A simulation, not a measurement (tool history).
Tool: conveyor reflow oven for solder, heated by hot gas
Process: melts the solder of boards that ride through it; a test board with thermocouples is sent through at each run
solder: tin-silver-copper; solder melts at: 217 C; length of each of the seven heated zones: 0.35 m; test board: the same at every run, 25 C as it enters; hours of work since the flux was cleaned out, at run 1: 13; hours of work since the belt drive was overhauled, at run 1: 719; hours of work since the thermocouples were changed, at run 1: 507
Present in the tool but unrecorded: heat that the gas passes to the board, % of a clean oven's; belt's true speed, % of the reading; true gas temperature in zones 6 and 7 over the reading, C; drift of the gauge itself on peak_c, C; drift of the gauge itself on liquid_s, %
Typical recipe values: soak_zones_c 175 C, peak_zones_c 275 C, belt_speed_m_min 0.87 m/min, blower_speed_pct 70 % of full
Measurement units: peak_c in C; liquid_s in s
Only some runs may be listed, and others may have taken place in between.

run	hour	soak_zones_c	peak_zones_c	belt_speed_m_min	blower_speed_pct	hours of work since the flux was cleaned out	hours of work since the belt drive was overhauled	hours of work since the thermocouples were changed	peak_c	liquid_s
1	0	175	275	0.87	70	13	719	507	261.3	41.4
2	31.6	175	275	0.87	70	34	741	529	261.4	40.5
3	65.2	175	275	0.87	70	58	764	552	261	41.2
4	95.2	175	275	0.87	70	78	785	573	261.4	41.1
5	134.6	175	275	0.87	70	105	812	600	260.6	41
6	160	175	275	0.87	70	123	830	617	261.4	40.7
7	186.4	175	275	0.87	70	141	848	635	260.9	40.6
8	214.8	175	275	0.87	70	161	867	655	260.8	40.5
# hour 221.5: flux residue cleaned out of gas plates and filters
9	257.5	175	275	1.029	70	25	893	681	256.7	32.5
10	281.4	175	275	0.87	70	41	910	697	262.3	41.4
11	302.7	175	275	0.87	84	56	924	712	264.5	42.2
12	329.9	190	289	0.739	69	75	943	731	281.2	58.2
# hour 362.6: thermocouples of zones 6 and 7 changed
13	368.1	185	279	0.921	52	100	968	4	259.4	39.8
14	394.3	175	265	0.87	70	118	986	22	249.8	36.1
15	431.5	175	272	0.752	70	143	1012	47	260.5	48.1
# hour 463.1: flux residue cleaned out of gas plates and filters
16	475.4	175	272	0.752	70	9	1039	74	260.8	49.2
17	504.8	176	272	0.752	52	29	1059	95	259	47.4
18	545.2	176	272	0.752	52	57	1087	122	258.5	47.2
19	575.1	180	272	0.752	61	77	1107	143	260.6	49.4
20	593.6	180	272	0.752	61	90	1120	156	260.5	49.1
21	621.2	180	272	0.752	61	109	1139	175	260	49.4

How the hidden state differs across the entries between the runs, from the last listed run before each to the first after it:
Logged between run 8 and run 9: flux residue cleaned out of gas plates and filters (hour 221.5)
  heat that the gas passes to the board, % of a clean oven's: 92.3 -> 98.6; belt's true speed, % of the reading: 97.62 -> 97.55; true gas temperature in zones 6 and 7 over the reading, C: 2.07 -> 2.16
  what was measured, less what the result would be without the hidden state, peak_c: +0.8 -> +2.5 C; liquid_s: +1.1 -> +1.7 s
Logged between run 12 and run 13: thermocouples of zones 6 and 7 changed (hour 362.6)
  heat that the gas passes to the board, % of a clean oven's: 96.4 -> 95.3; belt's true speed, % of the reading: 97.41 -> 97.35; true gas temperature in zones 6 and 7 over the reading, C: 2.32 -> -0.81
  what was measured, less what the result would be without the hidden state, peak_c: +2.3 -> -0.6 C; liquid_s: +2 -> +0.8 s
Logged between run 15 and run 16: flux residue cleaned out of gas plates and filters (hour 463.1)
  heat that the gas passes to the board, % of a clean oven's: 93.6 -> 99.1; belt's true speed, % of the reading: 97.22 -> 97.15; true gas temperature in zones 6 and 7 over the reading, C: -0.67 -> -0.58
  what was measured, less what the result would be without the hidden state, peak_c: -1.1 -> +0.1 C; liquid_s: +0.9 -> +1.5 s

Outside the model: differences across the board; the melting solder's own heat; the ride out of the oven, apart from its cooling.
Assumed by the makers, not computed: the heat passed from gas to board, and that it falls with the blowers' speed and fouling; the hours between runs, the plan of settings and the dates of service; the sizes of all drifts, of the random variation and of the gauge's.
